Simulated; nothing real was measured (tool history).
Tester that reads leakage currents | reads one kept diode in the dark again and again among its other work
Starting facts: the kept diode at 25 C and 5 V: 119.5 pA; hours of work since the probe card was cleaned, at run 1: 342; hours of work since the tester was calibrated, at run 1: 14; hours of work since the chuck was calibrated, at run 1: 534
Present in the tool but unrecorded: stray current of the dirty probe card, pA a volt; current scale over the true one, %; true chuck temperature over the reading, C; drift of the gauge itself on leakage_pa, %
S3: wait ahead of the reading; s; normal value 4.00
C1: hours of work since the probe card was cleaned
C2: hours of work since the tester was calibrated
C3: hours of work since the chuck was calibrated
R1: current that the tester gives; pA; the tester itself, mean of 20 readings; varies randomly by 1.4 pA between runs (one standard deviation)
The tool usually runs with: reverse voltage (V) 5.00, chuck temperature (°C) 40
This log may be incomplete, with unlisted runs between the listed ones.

{"run": 1, "day": 0.0, "reverse voltage (V)": 5.0, "chuck temperature (°C)": 40, "S3": 4.0, "C1": 342, "C2": 14, "C3": 534, "R1": 425.03}
{"run": 2, "day": 8.088, "reverse voltage (V)": 5.0, "chuck temperature (°C)": 45, "S3": 4.0, "C1": 453, "C2": 126, "C3": 645, "R1": 639.62}
{"run": 3, "day": 15.208, "reverse voltage (V)": 5.0, "chuck temperature (°C)": 40, "S3": 1.01, "C1": 551, "C2": 223, "C3": 743, "R1": 412.07}
{"day": 17.379, "done": "chuck's temperature calibrated"}
{"run": 4, "day": 21.596, "reverse voltage (V)": 3.42, "chuck temperature (°C)": 40, "S3": 1.01, "C1": 638, "C2": 310, "C3": 58, "R1": 384.56}
{"run": 5, "day": 27.429, "reverse voltage (V)": 5.0, "chuck temperature (°C)": 40, "S3": 4.0, "C1": 718, "C2": 390, "C3": 138, "R1": 455.67}
{"run": 6, "day": 35.571, "reverse voltage (V)": 5.0, "chuck temperature (°C)": 40, "S3": 4.0, "C1": 830, "C2": 502, "C3": 250, "R1": 447.53}
{"run": 7, "day": 43.167, "reverse voltage (V)": 5.0, "chuck temperature (°C)": 40, "S3": 4.0, "C1": 934, "C2": 606, "C3": 354, "R1": 436.04}
{"run": 8, "day": 49.671, "reverse voltage (V)": 5.0, "chuck temperature (°C)": 40, "S3": 2.11, "C1": 1023, "C2": 696, "C3": 444, "R1": 432.12}
{"run": 9, "day": 60.196, "reverse voltage (V)": 7.87, "chuck temperature (°C)": 40, "S3": 4.0, "C1": 1168, "C2": 841, "C3": 588, "R1": 531.57}
{"run": 10, "day": 72.421, "reverse voltage (V)": 7.87, "chuck temperature (°C)": 40, "S3": 4.0, "C1": 1336, "C2": 1009, "C3": 756, "R1": 516.26}
{"day": 73.346, "done": "chuck's temperature calibrated"}
{"run": 11, "day": 81.612, "reverse voltage (V)": 6.71, "chuck temperature (°C)": 40, "S3": 4.0, "C1": 1461, "C2": 1134, "C3": 114, "R1": 534.39}
{"run": 12, "day": 91.525, "reverse voltage (V)": 1.9, "chuck temperature (°C)": 40, "S3": 4.0, "C1": 1598, "C2": 1270, "C3": 250, "R1": 275.9}
{"run": 13, "day": 101.029, "reverse voltage (V)": 5.0, "chuck temperature (°C)": 25, "S3": 4.0, "C1": 1728, "C2": 1401, "C3": 380, "R1": 116.68}
{"run": 14, "day": 108.292, "reverse voltage (V)": 17.5, "chuck temperature (°C)": 25, "S3": 4.0, "C1": 1828, "C2": 1500, "C3": 480, "R1": 227.66}
{"run": 15, "day": 117.533, "reverse voltage (V)": 3.57, "chuck temperature (°C)": 40, "S3": 4.88, "C1": 1955, "C2": 1627, "C3": 607, "R1": 352.86}
{"day": 118.75, "done": "tester calibrated"}
{"run": 16, "day": 123.575, "reverse voltage (V)": 1.14, "chuck temperature (°C)": 22, "S3": 5.53, "C1": 2037, "C2": 66, "C3": 689, "R1": 38.5}
{"day": 129.479, "done": "chuck's temperature calibrated"}
{"run": 17, "day": 133.546, "reverse voltage (V)": 2.68, "chuck temperature (°C)": 47, "S3": 3.54, "C1": 2173, "C2": 202, "C3": 56, "R1": 617.8}
{"run": 18, "day": 138.646, "reverse voltage (V)": 2.68, "chuck temperature (°C)": 47, "S3": 3.54, "C1": 2243, "C2": 272, "C3": 126, "R1": 605.91}
{"day": 141.242, "done": "tester calibrated, once more"}
{"day": 144.771, "done": "probe card cleaned and baked"}
{"run": 19, "day": 150.05, "reverse voltage (V)": 1.9, "chuck temperature (°C)": 43, "S3": 4.15, "C1": 73, "C2": 119, "C3": 280, "R1": 355.46}
{"run": 20, "day": 160.654, "reverse voltage (V)": 3.23, "chuck temperature (°C)": 43, "S3": 4.15, "C1": 218, "C2": 265, "C3": 426, "R1": 450.28}
{"run": 21, "day": 169.767, "reverse voltage (V)": 3.23, "chuck temperature (°C)": 43, "S3": 4.15, "C1": 344, "C2": 390, "C3": 551, "R1": 442.06}
{"run": 22, "day": 175.262, "reverse voltage (V)": 1.04, "chuck temperature (°C)": 25, "S3": 2.93, "C1": 419, "C2": 466, "C3": 626, "R1": 48.36}
{"day": 185.588, "done": "chuck's temperature calibrated"}
{"run": 23, "day": 186.121, "reverse voltage (V)": 3.08, "chuck temperature (°C)": 21, "S3": 0.32, "C1": 567, "C2": 614, "C3": 7, "R1": 66.14}
{"run": 24, "day": 197.333, "reverse voltage (V)": 3.08, "chuck temperature (°C)": 21, "S3": 0.32, "C1": 721, "C2": 768, "C3": 161, "R1": 64.55}
{"run": 25, "day": 203.117, "reverse voltage (V)": 2.11, "chuck temperature (°C)": 32, "S3": 1.28, "C1": 801, "C2": 847, "C3": 241, "R1": 144.74}
{"run": 26, "day": 215.042, "reverse voltage (V)": 1.27, "chuck temperature (°C)": 20, "S3": 4.46, "C1": 965, "C2": 1011, "C3": 405, "R1": 35.44}
{"run": 27, "day": 222.775, "reverse voltage (V)": 1.27, "chuck temperature (°C)": 20, "S3": 4.46, "C1": 1071, "C2": 1118, "C3": 511, "R1": 34.5}
{"run": 28, "day": 231.008, "reverse voltage (V)": 1.01, "chuck temperature (°C)": 40, "S3": 2.18, "C1": 1184, "C2": 1231, "C3": 624, "R1": 188.51}

Some steps in R1, run to run, broken into two amounts with sign: the step expected even without the hidden condition (settings, incoming material, random variation), and the rest, left for the hidden condition together with whatever gauge scatter is not in both the measured and the hidden-condition-free result:
Run 3 -> 4: reverse voltage (V) 5.00 -> 3.42, chuck's temperature calibrated. R1 -27.51 pA: hidden state +53.69, all else -81.20.
Run 10 -> 11: reverse voltage (V) 7.87 -> 6.71, chuck's temperature calibrated. R1 +18.13 pA: hidden state +63.32, all else -45.19.
Run 16 -> 17: reverse voltage (V) 1.14 -> 2.68, chuck temperature (°C) 22 -> 47, S3 5.53 -> 3.54, chuck's temperature calibrated. R1 +579.30 pA: hidden state -0.97, all else +580.27.
Run 21 -> 22: reverse voltage (V) 3.23 -> 1.04, chuck temperature (°C) 43 -> 25, S3 4.15 -> 2.93. R1 -393.70 pA: hidden state +41.02, all else -434.72.

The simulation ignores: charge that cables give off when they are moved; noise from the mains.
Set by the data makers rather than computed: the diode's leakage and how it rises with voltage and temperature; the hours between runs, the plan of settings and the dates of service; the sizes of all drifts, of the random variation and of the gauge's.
